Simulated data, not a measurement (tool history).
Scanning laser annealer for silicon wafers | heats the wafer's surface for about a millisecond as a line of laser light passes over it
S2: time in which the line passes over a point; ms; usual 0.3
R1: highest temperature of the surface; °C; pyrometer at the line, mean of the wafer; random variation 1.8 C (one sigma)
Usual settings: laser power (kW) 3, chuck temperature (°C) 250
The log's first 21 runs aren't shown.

{"run": 22, "hour": 1197.2, "laser power (kW)": 2.692, "S2": 0.377, "chuck temperature (°C)": 250, "R1": 1001}
{"run": 23, "hour": 1268.5, "laser power (kW)": 2.798, "S2": 0.3, "chuck temperature (°C)": 251, "R1": 946}
{"run": 24, "hour": 1301.1, "laser power (kW)": 3.269, "S2": 0.3, "chuck temperature (°C)": 250, "R1": 1102}
{"run": 25, "hour": 1367.2, "laser power (kW)": 2.897, "S2": 0.233, "chuck temperature (°C)": 250, "R1": 878}
{"run": 26, "hour": 1422.6, "laser power (kW)": 2.897, "S2": 0.278, "chuck temperature (°C)": 211, "R1": 906}
{"run": 27, "hour": 1470.1, "laser power (kW)": 3.181, "S2": 0.376, "chuck temperature (°C)": 272, "R1": 1208}
{"run": 28, "hour": 1526.0, "laser power (kW)": 3.181, "S2": 0.376, "chuck temperature (°C)": 272, "R1": 1209}
{"run": 29, "hour": 1573.1, "laser power (kW)": 3.181, "S2": 0.376, "chuck temperature (°C)": 272, "R1": 1208}
{"hour": 1585.8, "done": "window over the wafer cleaned"}
{"run": 30, "hour": 1635.5, "laser power (kW)": 2.988, "S2": 0.242, "chuck temperature (°C)": 260, "R1": 927}

Forecast each of these 4 alternatives for the next run:
{"run": "A", "hour": 1699.3, "laser power (kW)": 3, "S2": 0.224, "chuck temperature (°C)": 278, "R1": "?"}
{"run": "B", "hour": 1699.3, "laser power (kW)": 2.583, "S2": 0.302, "chuck temperature (°C)": 240, "R1": "?"}
{"run": "C", "hour": 1699.3, "laser power (kW)": 2.988, "S2": 0.221, "chuck temperature (°C)": 260, "R1": "?"}
{"run": "D", "hour": 1699.3, "laser power (kW)": 2.988, "S2": 0.338, "chuck temperature (°C)": 277, "R1": "?"}

run=A R1=920
run=B R1=866
run=C R1=893
run=D R1=1085
Without the tool's hidden state the same runs would have given:
run=A R1=920
run=B R1=866
run=C R1=893
run=D R1=1085
